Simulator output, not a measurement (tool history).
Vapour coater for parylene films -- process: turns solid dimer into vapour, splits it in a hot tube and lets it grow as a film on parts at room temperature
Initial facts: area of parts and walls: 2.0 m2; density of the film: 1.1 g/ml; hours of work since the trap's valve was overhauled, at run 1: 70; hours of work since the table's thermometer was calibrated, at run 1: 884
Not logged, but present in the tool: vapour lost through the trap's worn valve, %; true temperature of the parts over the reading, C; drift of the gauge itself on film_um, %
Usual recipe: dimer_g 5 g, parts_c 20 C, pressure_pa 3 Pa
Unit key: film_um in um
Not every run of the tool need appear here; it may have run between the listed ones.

run    hour  dimer_g  parts_c  pressure_pa  hours of work since the trap's valve was overhauled  hours of work since the table's thermometer was calibrated  film_um
  1       0        5       20            3                                                   70                                                         884     1.34
  2    30.3        5       20            3                                                   84                                                         898     1.31
  3    55.1        5       20            3                                                   95                                                         908     1.31
  4    94.8        5       20            3                                                  112                                                         926     1.32
  5   125.7        5       20         3.19                                                  125                                                         939     1.31
  6   164.3        5       23            3                                                  142                                                         956     1.18
  7   217.8        5       23            3                                                  166                                                         980      1.2
  8   248.4        5       23            3                                                  179                                                         993     1.21
  9     281        5       19            3                                                  193                                                        1007     1.32
 10   309.3        5       20            3                                                  206                                                        1020     1.31
 11   337.8        5       20            3                                                  218                                                        1032     1.29
 12   366.6        5       20            3                                                  231                                                        1045     1.29
 13   406.9        5       20            3                                                  248                                                        1062     1.32
 14   465.3        5       20            3                                                  274                                                        1088     1.27
 15   506.2        5       20            3                                                  292                                                        1106     1.27
 16   539.6        5       20            3                                                  306                                                        1120     1.28
 17   572.3        5       20            3                                                  321                                                        1135     1.24
 18   618.1        4       20         6.01                                                  341                                                        1155     0.86
 19   643.5        5       20            3                                                  352                                                        1166     1.27
 20   691.8        5       32         7.49                                                  373                                                        1187     0.77
 21   726.5        7       25         3.49                                                  388                                                        1202     1.48
 22   754.8        7       25         3.49                                                  400                                                        1214     1.49
 23   803.6        3       14         2.39                                                  422                                                        1236     0.93
 24   851.1        6       25         2.39                                                  443                                                        1256     1.39
 25   903.5        6       25         2.39                                                  465                                                        1279     1.38
 26     963        3       29         3.89                                                  491                                                        1305     0.55
 27   999.4        7       23         2.51                                                  507                                                        1321     1.72
 28  1023.4        5       15         2.07                                                  518                                                        1332     1.57
 29  1050.7        5       15         2.07                                                  530                                                        1344     1.56
     1093.2  -- trap's valve overhauled
 30  1094.5        5       16         6.41                                                    1                                                        1361     1.22
 31  1121.2        3       31         3.87                                                   12                                                        1373     0.56

Hidden state at the last listed run before each entry between runs and at the first one after, where it differs:
Between runs 29 and 30: trap's valve overhauled (hour 1093.2)
  vapour lost through the trap's worn valve, %: 6.7 -> 0.9; true temperature of the parts over the reading, C: -0.33 -> -0.34
  measured less the result without the state, film_um: -0.1 -> +0 um
